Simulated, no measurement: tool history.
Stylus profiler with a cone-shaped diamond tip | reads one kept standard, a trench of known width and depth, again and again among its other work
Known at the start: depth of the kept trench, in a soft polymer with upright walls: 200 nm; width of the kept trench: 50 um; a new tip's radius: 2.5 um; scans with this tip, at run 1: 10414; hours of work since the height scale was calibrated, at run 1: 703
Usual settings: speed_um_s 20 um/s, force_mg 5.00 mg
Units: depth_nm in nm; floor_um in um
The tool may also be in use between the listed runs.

run	hour	speed_um_s	force_mg	scans with this tip	hours of work since the height scale was calibrated	depth_nm	floor_um
1	0.0	20	5.00	10414	703	202.94	47.65
2	37.9	20	5.00	10776	727	203.07	47.60
3	60.8	20	5.00	10994	742	202.88	47.60
4	104.2	20	5.00	11408	770	203.02	47.59
5	144.5	46	5.00	11792	796	202.69	47.58
6	163.2	20	5.00	11969	808	202.94	47.61
7	207.1	20	5.00	12388	836	202.94	47.59
8	239.8	55	5.00	12700	857	202.71	47.51
9	276.9	55	5.00	13053	881	202.83	47.57
10	302.5	55	5.00	13297	897	202.85	47.47
# hour 305.3: height scale calibrated on a step standard
11	341.2	55	5.00	13661	23	202.78	47.56
12	371.5	20	7.06	13950	43	203.60	47.56
13	411.0	20	7.06	14326	68	203.69	47.57
14	454.5	20	7.06	14741	96	203.75	47.59
# hour 465.8: height scale calibrated on a step standard, once more
15	475.3	18	5.00	14934	6	203.94	47.56
16	502.8	18	5.00	15196	24	203.66	47.53
17	540.8	18	5.00	15559	48	203.69	47.53
18	573.0	18	5.00	15865	69	203.86	47.54
19	611.0	18	5.00	16227	93	203.72	47.52
20	639.9	39	6.45	16503	112	204.48	47.49
21	669.9	6	2.84	16789	131	202.50	47.52

The next listed run, before its measurement:
22	704.5	18	9.68	17118	154	?	?

Run 22 gave depth_nm 205.76 nm, floor_um 47.47 um.
Without the tool's hidden state the same run would have given depth_nm 205.96 nm, floor_um 48.01 um.
